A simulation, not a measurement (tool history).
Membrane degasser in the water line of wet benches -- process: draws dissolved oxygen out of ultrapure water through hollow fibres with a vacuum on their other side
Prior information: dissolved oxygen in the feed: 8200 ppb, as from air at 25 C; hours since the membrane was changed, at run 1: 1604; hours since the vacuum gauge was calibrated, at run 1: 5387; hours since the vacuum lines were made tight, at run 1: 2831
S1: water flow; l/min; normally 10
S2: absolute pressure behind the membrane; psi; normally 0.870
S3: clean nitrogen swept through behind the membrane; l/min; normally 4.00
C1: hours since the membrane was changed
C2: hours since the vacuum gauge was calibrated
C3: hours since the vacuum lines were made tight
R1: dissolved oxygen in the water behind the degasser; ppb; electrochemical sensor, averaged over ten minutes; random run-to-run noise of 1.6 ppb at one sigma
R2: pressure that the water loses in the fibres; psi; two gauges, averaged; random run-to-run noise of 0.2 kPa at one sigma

run 1 day=0.000 | S1=10 S2=0.870 S3=4.00 | C1=1604 C2=5387 C3=2831 | R1=153.6 R2=6.769
run 2 day=1.596 | S1=10 S2=0.870 S3=4.00 | C1=1642 C2=5425 C3=2869 | R1=154.8 R2=6.770
run 3 day=3.725 | S1=10 S2=0.870 S3=4.00 | C1=1694 C2=5476 C3=2921 | R1=152.8 R2=6.765
run 4 day=5.354 | S1=10 S2=0.870 S3=4.00 | C1=1733 C2=5515 C3=2960 | R1=154.3 R2=6.810
run 5 day=7.725 | S1=10 S2=0.870 S3=4.00 | C1=1790 C2=5572 C3=3016 | R1=155.7 R2=6.817
run 6 day=10.512 | S1=10 S2=0.538 S3=4.00 | C1=1856 C2=5639 C3=3083 | R1=141.1 R2=6.762
run 7 day=13.154 | S1=10 S2=0.538 S3=4.00 | C1=1920 C2=5702 C3=3147 | R1=139.7 R2=6.825
run 8 day=15.604 | S1=10 S2=0.538 S3=4.00 | C1=1979 C2=5761 C3=3206 | R1=140.0 R2=6.805
run 9 day=17.700 | S1=10 S2=0.590 S3=4.00 | C1=2029 C2=5812 C3=3256 | R1=141.7 R2=6.804
run 10 day=19.375 | S1=10 S2=1.426 S3=4.00 | C1=2069 C2=5852 C3=3296 | R1=176.0 R2=6.862
run 11 day=21.038 | S1=9 S2=0.870 S3=4.00 | C1=2109 C2=5892 C3=3336 | R1=117.0 R2=6.187
run 12 day=22.258 | S1=9 S2=0.870 S3=4.00 | C1=2138 C2=5921 C3=3365 | R1=115.0 R2=6.176
run 13 day=24.971 | S1=14 S2=0.776 S3=1.92 | C1=2203 C2=5986 C3=3430 | R1=356.6 R2=9.665
run 14 day=26.312 | S1=14 S2=0.776 S3=1.62 | C1=2236 C2=6018 C3=3463 | R1=363.4 R2=9.616
run 15 day=28.875 | S1=14 S2=0.776 S3=1.62 | C1=2297 C2=6080 C3=3524 | R1=369.6 R2=9.612
run 16 day=31.692 | S1=10 S2=0.701 S3=1.62 | C1=2365 C2=6147 C3=3592 | R1=159.9 R2=6.952
run 17 day=33.950 | S1=10 S2=0.701 S3=1.62 | C1=2419 C2=6202 C3=3646 | R1=160.8 R2=6.917
-- day=36.167 gauge calibrated
run 18 day=36.638 | S1=10 S2=0.701 S3=1.62 | C1=2483 C2=6266 C3=3710 | R1=160.4 R2=6.798
run 19 day=39.254 | S1=10 S2=0.701 S3=1.62 | C1=2546 C2=6329 C3=3773 | R1=160.0 R2=6.737
run 20 day=41.900 | S1=9 S2=0.598 S3=4.00 | C1=2610 C2=6392 C3=3837 | R1=104.9 R2=6.050

For run 21, what comes out?
run 21 day=44.462 | S1=9 S2=0.598 S3=4.00 | C1=2671 C2=6454 C3=3898 | R1=? R2=?

For run 21 the tool returned R1 104.4 ppb, R2 6.141 psi.
Minus the tool's unlogged condition, the same run would have read R1 104.4 ppb, R2 6.103 psi.
